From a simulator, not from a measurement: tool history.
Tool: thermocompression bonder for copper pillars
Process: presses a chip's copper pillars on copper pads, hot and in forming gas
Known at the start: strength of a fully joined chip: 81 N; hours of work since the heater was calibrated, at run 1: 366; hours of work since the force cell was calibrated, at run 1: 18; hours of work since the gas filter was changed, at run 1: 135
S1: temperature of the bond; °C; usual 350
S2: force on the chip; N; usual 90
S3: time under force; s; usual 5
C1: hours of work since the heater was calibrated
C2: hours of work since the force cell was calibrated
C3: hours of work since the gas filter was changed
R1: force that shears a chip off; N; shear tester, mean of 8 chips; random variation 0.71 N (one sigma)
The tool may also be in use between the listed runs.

| run | day | S1 | S2 | S3 | C1 | C2 | C3 | R1 |
|---|---|---|---|---|---|---|---|---|
| 1 | 0 | 350 | 90 | 5 | 366 | 18 | 135 | 49.6 |
| 2 | 0.342 | 350 | 90 | 5 | 372 | 24 | 141 | 51 |
| 3 | 0.775 | 350 | 90 | 5 | 379 | 31 | 148 | 49.1 |
| 4 | 1.217 | 350 | 90 | 5 | 386 | 39 | 156 | 50.6 |
| 5 | 1.642 | 350 | 90 | 5 | 393 | 46 | 163 | 49 |
| 6 | 1.929 | 350 | 90 | 5 | 398 | 51 | 168 | 49 |
| 7 | 2.283 | 350 | 90 | 5 | 404 | 56 | 174 | 50.5 |
| 8 | 2.642 | 350 | 90 | 5 | 410 | 62 | 180 | 51.1 |
| 9 | 3.071 | 365 | 90 | 5 | 417 | 70 | 187 | 54.6 |
| 10 | 3.308 | 365 | 126 | 5 | 421 | 74 | 191 | 61.6 |
| 11 | 3.633 | 361 | 66 | 11 | 427 | 79 | 196 | 56 |
| 12 | 4.012 | 361 | 66 | 11 | 433 | 85 | 203 | 56.4 |
| 13 | 4.438 | 350 | 90 | 7 | 440 | 92 | 210 | 54.2 |
| 14 | 4.712 | 376 | 93 | 4 | 445 | 97 | 214 | 54.3 |
| 15 | 5.196 | 350 | 77 | 5 | 453 | 105 | 222 | 45.3 |
| 16 | 5.588 | 350 | 77 | 5 | 459 | 112 | 229 | 46.3 |
| 17 | 5.921 | 350 | 63 | 13 | 465 | 117 | 234 | 55 |

5 ways to go on from here, each from the tool as it stands after run 17. What would each give?
| A | 6.354 | 342 | 63 | 6 | 472 | 124 | 242 | ? |
| B | 6.354 | 350 | 77 | 13 | 472 | 124 | 242 | ? |
| C | 6.354 | 350 | 83 | 5 | 472 | 124 | 242 | ? |
| D | 6.354 | 374 | 78 | 3 | 472 | 124 | 242 | ? |
| E | 6.354 | 350 | 63 | 6 | 472 | 124 | 242 | ? |

| run | R1 |
|---|---|
| A | 41.1 |
| B | 58.4 |
| C | 45.1 |
| D | 45.5 |
| E | 43.5 |
Without the tool's hidden state the same runs would have given:
| run | R1 |
|---|---|
| A | 42.6 |
| B | 61.1 |
| C | 46.9 |
| D | 47.4 |
| E | 45.1 |
